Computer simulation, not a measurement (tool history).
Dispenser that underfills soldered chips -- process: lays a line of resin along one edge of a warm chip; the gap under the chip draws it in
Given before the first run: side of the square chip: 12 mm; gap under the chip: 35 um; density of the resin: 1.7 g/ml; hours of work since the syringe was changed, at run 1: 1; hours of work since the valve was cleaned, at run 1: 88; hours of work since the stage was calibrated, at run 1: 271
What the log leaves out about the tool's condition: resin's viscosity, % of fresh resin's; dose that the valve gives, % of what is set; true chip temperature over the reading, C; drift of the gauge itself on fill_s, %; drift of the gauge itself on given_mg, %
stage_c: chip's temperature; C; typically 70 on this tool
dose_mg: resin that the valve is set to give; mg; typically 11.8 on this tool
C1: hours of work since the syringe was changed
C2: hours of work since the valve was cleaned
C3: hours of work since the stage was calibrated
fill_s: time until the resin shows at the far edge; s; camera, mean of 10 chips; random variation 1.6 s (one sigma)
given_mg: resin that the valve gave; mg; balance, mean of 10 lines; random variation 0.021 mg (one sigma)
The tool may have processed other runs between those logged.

Run 1, hour 0: usual settings; C1 1; C2 88; C3 271. Result: fill_s 178.1 s, given_mg 11.45 mg.
At hour 7.8: new syringe of resin.
Run 2, hour 12.3: usual settings; C1 3; C2 98; C3 280. Result: fill_s 225.7 s, given_mg 11.41 mg.
At hour 16.5: new syringe of resin.
At hour 23.9: dispensing valve cleaned and set on the balance.
Run 3, hour 24.1: usual settings; C1 5; C2 0; C3 288. Result: fill_s 260.1 s, given_mg 11.76 mg.
At hour 26: new syringe of resin.
At hour 34.5: new syringe of resin.
Run 4, hour 37.5: usual settings; C1 2; C2 10; C3 298. Result: fill_s 202.5 s, given_mg 11.73 mg.
At hour 43.2: new syringe of resin.
Run 5, hour 49.3: usual settings; C1 5; C2 18; C3 306. Result: fill_s 249.4 s, given_mg 11.69 mg.
At hour 51.5: new syringe of resin.
Run 6, hour 54.9: usual settings; C1 3; C2 22; C3 310. Result: fill_s 211 s, given_mg 11.68 mg.
At hour 60.3: new syringe of resin.
Run 7, hour 67.1: usual settings; C1 5; C2 31; C3 319. Result: fill_s 264 s, given_mg 11.67 mg.
At hour 69.1: new syringe of resin.
Run 8, hour 72.7: usual settings; C1 3; C2 35; C3 323. Result: fill_s 215.5 s, given_mg 11.66 mg.
At hour 78.3: new syringe of resin.
Run 9, hour 82.4: usual settings; C1 3; C2 42; C3 330. Result: fill_s 225 s, given_mg 11.6 mg.
At hour 86.9: new syringe of resin.
Run 10, hour 92.2: usual settings; C1 4; C2 50; C3 338. Result: fill_s 239.4 s, given_mg 11.58 mg.
At hour 95.5: new syringe of resin.
Run 11, hour 100.6: usual settings; C1 4; C2 56; C3 344. Result: fill_s 238 s, given_mg 11.58 mg.
At hour 104.4: new syringe of resin.
Run 12, hour 106.6: usual settings but stage_c 82 C, dose_mg 13.4 mg; C1 2; C2 60; C3 348. Result: fill_s 109.7 s, given_mg 13.11 mg.
At hour 112.6: new syringe of resin.
Run 13, hour 116.2: usual settings but stage_c 58 C, dose_mg 13.3 mg; C1 3; C2 67; C3 355. Result: fill_s 388.9 s, given_mg 12.96 mg.
At hour 121.3: new syringe of resin.
Run 14, hour 123: usual settings but dose_mg 15.2 mg; C1 1; C2 72; C3 360. Result: fill_s 189.2 s, given_mg 14.77 mg.
At hour 129.5: new syringe of resin.
Run 15, hour 130.1: usual settings but stage_c 65 C; C1 1; C2 77; C3 365. Result: fill_s 235.2 s, given_mg 11.46 mg.
Run 16, hour 135.6: usual settings but stage_c 65 C; C1 5; C2 81; C3 369. Result: fill_s 323.9 s, given_mg 11.43 mg.
At hour 138: new syringe of resin.
At hour 146.4: new syringe of resin.
Run 17, hour 146.6: usual settings but stage_c 65 C; C1 0; C2 89; C3 377. Result: fill_s 221.4 s, given_mg 11.43 mg.
At hour 154.8: new syringe of resin.
Run 18, hour 157.8: usual settings but stage_c 78 C, dose_mg 10.7 mg; C1 2; C2 97; C3 385. Result: fill_s 148.2 s, given_mg 10.32 mg.
At hour 163.7: new syringe of resin.
Run 19, hour 165.9: usual settings but stage_c 78 C, dose_mg 10.7 mg; C1 2; C2 103; C3 391. Result: fill_s 142.2 s, given_mg 10.29 mg.

Predict each of these 4 candidate next runs independently; none follows another, all start after run 19:
At hour 169.6: dispensing valve cleaned and set on the balance.
At hour 173.1: new syringe of resin.
Run A, hour 177.5: usual settings but stage_c 67 C; C1 3; C2 6; C3 399. Result: fill_s ?, given_mg ?.
At hour 169.6: dispensing valve cleaned and set on the balance.
At hour 173.1: new syringe of resin.
Run B, hour 177.5: usual settings but stage_c 67 C, dose_mg 14.1 mg; C1 3; C2 6; C3 399. Result: fill_s ?, given_mg ?.
At hour 169.6: dispensing valve cleaned and set on the balance.
At hour 173.1: new syringe of resin.
Run C, hour 177.5: usual settings but stage_c 84 C, dose_mg 10.7 mg; C1 3; C2 6; C3 399. Result: fill_s ?, given_mg ?.
At hour 169.6: dispensing valve cleaned and set on the balance.
At hour 173.1: new syringe of resin.
Run D, hour 177.5: usual settings but stage_c 58 C, dose_mg 11.6 mg; C1 3; C2 6; C3 399. Result: fill_s ?, given_mg ?.

run  fill_s  given_mg
  A   265.5     11.75
  B   252.5     14.07
  C   120.7     10.63
  D   418.5     11.58
What these runs would have given with no unlogged condition in the tool:
run  fill_s  given_mg
  A   184.6     11.79
  B   175.5     14.12
  C    84.7     10.67
  D     289     11.62
